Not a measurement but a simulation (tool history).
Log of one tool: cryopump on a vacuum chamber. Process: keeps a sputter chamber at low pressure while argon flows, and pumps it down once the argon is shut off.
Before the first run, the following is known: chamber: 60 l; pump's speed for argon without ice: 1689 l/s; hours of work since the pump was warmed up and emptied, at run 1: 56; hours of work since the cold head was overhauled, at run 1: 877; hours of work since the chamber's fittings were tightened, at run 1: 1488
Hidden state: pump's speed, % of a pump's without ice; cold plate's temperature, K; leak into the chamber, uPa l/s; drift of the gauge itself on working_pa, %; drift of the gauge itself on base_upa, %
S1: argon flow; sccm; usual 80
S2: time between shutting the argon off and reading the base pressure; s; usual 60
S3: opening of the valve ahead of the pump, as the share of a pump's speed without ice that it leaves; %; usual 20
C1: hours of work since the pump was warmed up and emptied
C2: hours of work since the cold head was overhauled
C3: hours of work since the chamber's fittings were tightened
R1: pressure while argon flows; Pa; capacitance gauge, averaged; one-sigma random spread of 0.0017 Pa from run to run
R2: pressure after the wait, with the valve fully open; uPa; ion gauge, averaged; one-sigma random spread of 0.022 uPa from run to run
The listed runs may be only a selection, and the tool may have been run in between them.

Run 1, hour 0: usual settings; C1 56; C2 877; C3 1488. Result: R1 0.4035 Pa, R2 1.72 uPa.
Run 2, hour 39.4: usual settings; C1 86; C2 908; C3 1519. Result: R1 0.4073 Pa, R2 1.78 uPa.
Run 3, hour 79.6: usual settings; C1 118; C2 940; C3 1551. Result: R1 0.4044 Pa, R2 1.76 uPa.
Run 4, hour 109.4: usual settings; C1 141; C2 963; C3 1574. Result: R1 0.4068 Pa, R2 1.88 uPa.
Run 5, hour 150.6: usual settings; C1 174; C2 995; C3 1607. Result: R1 0.4096 Pa, R2 1.91 uPa.
Run 6, hour 170.3: usual settings but S3 34 %; C1 189; C2 1011; C3 1622. Result: R1 0.2445 Pa, R2 1.95 uPa.
Run 7, hour 201.3: usual settings; C1 213; C2 1035; C3 1646. Result: R1 0.4105 Pa, R2 1.95 uPa.
Run 8, hour 236.2: usual settings; C1 241; C2 1063; C3 1674. Result: R1 0.41 Pa, R2 1.95 uPa.
Run 9, hour 267.9: usual settings but S2 216 s; C1 266; C2 1087; C3 1698. Result: R1 0.4096 Pa, R2 1.79 uPa.
Run 10, hour 298.4: usual settings; C1 290; C2 1111; C3 1722. Result: R1 0.4098 Pa, R2 2.1 uPa.
Run 11, hour 322.6: usual settings; C1 309; C2 1130; C3 1741. Result: R1 0.4118 Pa, R2 2.17 uPa.
Run 12, hour 351.9: usual settings; C1 332; C2 1153; C3 1764. Result: R1 0.4142 Pa, R2 2.12 uPa.
Run 13, hour 390.7: usual settings but S1 114 sccm, S2 31 s, S3 16 %; C1 362; C2 1184; C3 1795. Result: R1 0.7387 Pa, R2 2.59 uPa.
Run 14, hour 418.7: usual settings but S1 115 sccm; C1 384; C2 1206; C3 1817. Result: R1 0.5997 Pa, R2 2.28 uPa.
Run 15, hour 442: usual settings but S3 19 %; C1 402; C2 1224; C3 1835. Result: R1 0.4391 Pa, R2 2.28 uPa.
Run 16, hour 472.6: usual settings but S2 36 s; C1 426; C2 1248; C3 1859. Result: R1 0.4214 Pa, R2 2.62 uPa.
Run 17, hour 492.5: usual settings but S1 93 sccm, S2 36 s, S3 18 %; C1 442; C2 1264; C3 1875. Result: R1 0.5428 Pa, R2 2.63 uPa.
Run 18, hour 519.4: usual settings but S3 23 %; C1 463; C2 1285; C3 1896. Result: R1 0.3699 Pa, R2 2.43 uPa.
Run 19, hour 556: usual settings but S3 23 %; C1 492; C2 1313; C3 1925. Result: R1 0.3696 Pa, R2 2.48 uPa.
Run 20, hour 591.9: usual settings but S1 137 sccm, S2 213 s, S3 47 %; C1 520; C2 1342; C3 1953. Result: R1 0.335 Pa, R2 2.27 uPa.
Run 21, hour 615.8: usual settings but S1 33 sccm, S2 288 s, S3 15 %; C1 539; C2 1360; C3 1971. Result: R1 0.2303 Pa, R2 2.27 uPa.
Run 22, hour 633.1: usual settings but S2 32 s, S3 40 %; C1 552; C2 1374; C3 1985. Result: R1 0.2269 Pa, R2 2.95 uPa.
Run 23, hour 668: usual settings but S1 141 sccm, S2 261 s, S3 40 %; C1 580; C2 1401; C3 2012. Result: R1 0.4046 Pa, R2 2.32 uPa.

Below are 3 alternative next runs, each starting from the tool's condition after run 23. Predict each:
Run A, hour 686.6: usual settings but S1 63 sccm, S2 35 s, S3 26 %; C1 594; C2 1416; C3 2027. Result: R1 ?, R2 ?.
Run B, hour 686.6: usual settings but S1 87 sccm, S2 67 s, S3 40 %; C1 594; C2 1416; C3 2027. Result: R1 ?, R2 ?.
Run C, hour 686.6: usual settings but S3 56 %; C1 594; C2 1416; C3 2027. Result: R1 ?, R2 ?.

run      R1    R2
  A  0.2651  2.96
  B  0.2504  2.71
  C  0.1734  2.71
Take away the tool's hidden state, keep each run's random variation, and the runs would have read:
run      R1    R2
  A  0.2414  0.83
  B  0.2174  0.54
  C  0.1431  0.55
